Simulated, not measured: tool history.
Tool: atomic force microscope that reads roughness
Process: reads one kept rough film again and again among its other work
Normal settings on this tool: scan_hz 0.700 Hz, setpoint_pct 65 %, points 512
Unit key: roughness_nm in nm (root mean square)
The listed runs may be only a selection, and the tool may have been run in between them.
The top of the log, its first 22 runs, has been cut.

run,hour,scan_hz,setpoint_pct,points,pictures with this tip,hours of work since the height scale was calibrated,roughness_nm
23,704.5,0.700,65,261,228,1090,1.263
24,738.0,0.700,65,261,285,1113,1.275
# hour 760.9: new tip fitted
25,767.9,3.275,84,261,12,1132,1.105
26,804.2,1.813,60,512,74,1156,1.268
27,835.6,0.700,87,267,128,1177,1.224
28,863.6,2.740,55,512,175,1195,1.251
29,895.5,2.740,55,512,230,1217,1.263
# hour 899.2: height scale calibrated on a step standard
30,938.0,1.587,65,451,300,26,1.250
# hour 949.8: new tip fitted
31,960.6,0.700,81,410,18,40,1.251
32,986.1,0.700,81,410,62,57,1.251
33,1029.7,0.609,87,282,136,86,1.240
34,1071.9,3.884,83,305,208,114,1.075
35,1114.5,0.700,60,270,280,142,1.263
# hour 1139.7: new tip fitted
36,1146.6,0.700,60,270,12,163,1.279
37,1180.9,0.700,80,306,71,186,1.241
38,1210.6,0.700,80,306,121,205,1.245
39,1229.6,1.706,67,512,154,218,1.235
40,1262.5,1.376,65,768,210,240,1.257
41,1307.0,1.683,73,768,286,269,1.223
# hour 1327.4: new tip fitted
42,1335.6,0.595,65,286,14,288,1.259

What will run 43 give?
43,1379.2,1.574,65,310,88,317,?

For run 43 the tool returned roughness_nm 1.242 nm (root mean square).
If the tool had no hidden condition, the same run with the same run-to-run variation would have returned roughness_nm 1.244 nm (root mean square).
